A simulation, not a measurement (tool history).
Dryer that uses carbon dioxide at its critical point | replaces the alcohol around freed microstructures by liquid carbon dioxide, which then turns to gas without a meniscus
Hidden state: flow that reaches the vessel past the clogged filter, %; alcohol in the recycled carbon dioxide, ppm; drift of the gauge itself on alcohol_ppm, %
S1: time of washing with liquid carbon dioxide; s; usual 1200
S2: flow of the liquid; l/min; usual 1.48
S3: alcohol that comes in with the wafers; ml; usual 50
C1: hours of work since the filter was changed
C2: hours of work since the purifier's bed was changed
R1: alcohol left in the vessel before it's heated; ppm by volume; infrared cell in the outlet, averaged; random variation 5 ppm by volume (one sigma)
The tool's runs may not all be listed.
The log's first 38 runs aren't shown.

| run | day | S1 | S2 | S3 | C1 | C2 | R1 |
|---|---|---|---|---|---|---|---|
| 39 | 56.033 | 1620 | 1.05 | 63 | 31 | 24 | 50 |
| 40 | 56.958 | 1620 | 1.05 | 63 | 44 | 38 | 64 |
| 41 | 58.558 | 1200 | 1.32 | 50 | 67 | 61 | 85 |
| 42 | 60.579 | 1200 | 1.41 | 26 | 97 | 90 | 48 |
| 43 | 62.429 | 1200 | 1.41 | 26 | 123 | 117 | 62 |
| 44 | 64.212 | 1200 | 1.41 | 26 | 149 | 143 | 74 |
| 45 | 65.296 | 720 | 1.13 | 46 | 165 | 159 | 914 |
| 46 | 66.496 | 1740 | 2.31 | 38 | 182 | 176 | 52 |

5 ways to go on from here, each from the tool as it stands after run 46. What would each give?
| A | 68.35 | 1140 | 0.95 | 50 | 209 | 203 | ? |
| B | 68.35 | 1740 | 2.31 | 53 | 209 | 203 | ? |
| C | 68.35 | 1080 | 1.31 | 23 | 209 | 203 | ? |
| D | 68.35 | 1200 | 1.76 | 82 | 209 | 203 | ? |
| E | 68.35 | 1740 | 2.23 | 119 | 209 | 203 | ? |

| run | R1 |
|---|---|
| A | 454 |
| B | 43 |
| C | 137 |
| D | 81 |
| E | 52 |
Without the tool's hidden state the same runs would have given:
| run | R1 |
|---|---|
| A | 287 |
| B | 0 |
| C | 64 |
| D | 19 |
| E | 5 |
